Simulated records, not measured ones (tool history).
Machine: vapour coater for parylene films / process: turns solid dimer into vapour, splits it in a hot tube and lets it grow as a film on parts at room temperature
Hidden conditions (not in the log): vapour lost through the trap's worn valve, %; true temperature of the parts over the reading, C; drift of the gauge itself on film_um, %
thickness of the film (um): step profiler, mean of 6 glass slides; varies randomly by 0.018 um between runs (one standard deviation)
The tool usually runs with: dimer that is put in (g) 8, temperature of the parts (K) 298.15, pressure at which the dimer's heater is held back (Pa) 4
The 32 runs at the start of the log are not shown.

run	hour	dimer that is put in (g)	temperature of the parts (K)	pressure at which the dimer's heater is held back (Pa)	hours of work since the trap's valve was overhauled	hours of work since the table's thermometer was calibrated	thickness of the film (um)
33	1497.4	8	297.15	3.4	135	552	2.3
34	1545.4	8	297.15	9.74	176	592	1.87
35	1578.1	9	306.15	2.61	204	620	1.8
36	1639.8	8	293.15	4	256	672	2.73
37	1680.9	8	293.15	4	290	707	2.74
38	1732	3	294.15	7.59	334	750	0.88
39	1789.4	3	294.15	7.59	382	799	0.86
40	1825.8	8	300.15	3.55	413	829	2
41	1859.5	8	300.15	3.55	441	858	1.97
42	1923	4	291.15	4	495	912	1.49
43	1978.6	7	303.15	4.32	542	959	1.46
44	2036.8	7	303.15	4.32	591	1008	1.47
# hour 2043.6: trap's valve overhauled
45	2076.8	5	295.15	2.71	28	1038	1.63
46	2123.9	8	300.15	4	68	1078	1.96

Each row is a separate what-if for the run after 46, all from the same tool condition, not one after another. Results?
A	2179.7	3	301.15	5.71	115	1125	?
B	2179.7	4	300.15	4	115	1125	?
C	2179.7	8	295.15	5.35	115	1125	?
D	2179.7	10	298.15	4	115	1125	?
E	2179.7	3	298.15	6.69	115	1125	?

run	thickness of the film (um)
A	0.66
B	1.01
C	2.32
D	2.67
E	0.73
Without the tool's hidden state the same runs would have given:
run	thickness of the film (um)
A	0.66
B	1.01
C	2.32
D	2.67
E	0.73
